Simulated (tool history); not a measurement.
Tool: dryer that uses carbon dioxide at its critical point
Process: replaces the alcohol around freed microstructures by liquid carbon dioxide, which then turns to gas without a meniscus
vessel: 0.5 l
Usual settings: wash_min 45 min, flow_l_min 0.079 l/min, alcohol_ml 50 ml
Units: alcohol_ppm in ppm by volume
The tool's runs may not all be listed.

run    hour  wash_min  flow_l_min  alcohol_ml  alcohol_ppm
  1       0        45       0.079          50          729
  2    33.4        45       0.079          50          731
  3    71.3        45       0.079          50          760
  4   108.2        61       0.079          50          225
  5   142.9        45       0.079          31          533
  6   171.5        45       0.079          22          431
  7   204.9        45       0.079          22          412
  8     246        45       0.079          22          441
  9   266.9        45       0.079          22          446
 10     294        45      0.1115          50          242
 11   318.5        45      0.0525          50         3926
 12     340        45      0.0525          50         3904
 13   366.3        45      0.0525          50         3992
 14   404.1        45      0.0525          50         4020
 15   447.4        45      0.0532          50         4008
      471.7  -- inlet filter changed
 16     481        45      0.0532          50         2856
 17   512.1        45      0.0635          50         1476
 18   533.2        45      0.0635          50         1526
 19     555        45      0.0635          50         1574
      587.1  -- purifier's bed changed
 20   594.2        45       0.079          50          491
 21     626        45       0.079         110         1128
 22   645.2        45       0.079         110         1120
 23     688        45       0.079         110         1112
 24   718.4        40       0.079          72         1351
 25   762.1        45      0.1208          29           51
 26   786.2        45      0.0766          50          671
 27   821.3        49      0.0554          26          994
 28   850.2        40      0.0566          26         1955
 29   893.5        30       0.079          32         2106
 30   932.2        30       0.079          32         2102
 31   975.9        30       0.079          32         2161
 32  1010.3        30       0.079          32         2199
 33  1054.5        27      0.0621         119        21988
 34    1074        56      0.0622          24          404
 35  1099.9        56      0.0622          24          418
 36  1138.3        56      0.0658         100         1165
 37  1166.2        57      0.0658          78          868
 38  1207.6        57      0.0658          78          911
 39  1234.8        43       0.079          50          967
 40    1260        53       0.079          50          392
 41  1298.1        58      0.1235          97          129
 42  1321.6        35      0.0589         103        11691
 43  1358.6        45      0.1311          86          179
 44  1384.9        45       0.079          50          850
 45  1406.6        45       0.079          50          861
 46  1430.2        45      0.0549          40         2748

3 ways to go on from here, each from the tool as it stands after run 46. What would each give?
  A  1454.3        36      0.0739          35            ?
  B  1454.3        60      0.0643          61            ?
  C  1454.3        45      0.0493          37            ?

run  alcohol_ppm
  A         1941
  B          746
  C         3596
Without the tool's hidden state the same runs would have given:
run  alcohol_ppm
  A         1241
  B          357
  C         2531
